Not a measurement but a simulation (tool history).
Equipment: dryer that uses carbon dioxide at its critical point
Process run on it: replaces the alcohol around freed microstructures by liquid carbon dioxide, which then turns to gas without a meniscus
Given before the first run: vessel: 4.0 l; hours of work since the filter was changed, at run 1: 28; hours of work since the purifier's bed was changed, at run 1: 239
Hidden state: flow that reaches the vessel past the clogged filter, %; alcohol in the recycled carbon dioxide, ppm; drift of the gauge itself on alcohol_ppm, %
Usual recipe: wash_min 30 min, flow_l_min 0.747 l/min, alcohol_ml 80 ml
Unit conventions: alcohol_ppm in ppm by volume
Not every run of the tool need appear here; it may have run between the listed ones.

run	hour	wash_min	flow_l_min	alcohol_ml	hours of work since the filter was changed	hours of work since the purifier's bed was changed	alcohol_ppm
1	0	30	0.747	80	28	239	344
2	15.2	30	0.747	80	39	250	349
3	41.9	30	0.747	80	59	270	371
4	60.4	30	0.983	80	73	284	185
5	78.7	22	0.983	80	86	298	441
6	108.2	30	0.747	80	108	320	409
7	134.3	30	0.68	33	128	339	320
8	157.6	30	0.68	34	145	357	332
9	193.4	30	0.68	34	172	383	337
10	211.8	24	0.68	82	186	397	1132
11	248	36	0.663	49	213	424	338
12	276.9	30	0.747	98	234	445	607

Alternative continuations, all from the tool just after run 12; predict every row:
A	304	30	0.552	26	254	466	?
B	304	26	0.872	50	254	466	?
C	304	31	0.686	28	254	466	?
D	304	30	0.903	98	254	466	?
E	304	46	1.157	29	254	466	?

run	alcohol_ppm
A	511
B	407
C	342
D	397
E	190
With no hidden state in the tool, these same runs would have given:
run	alcohol_ppm
A	234
B	142
C	110
D	127
E	2
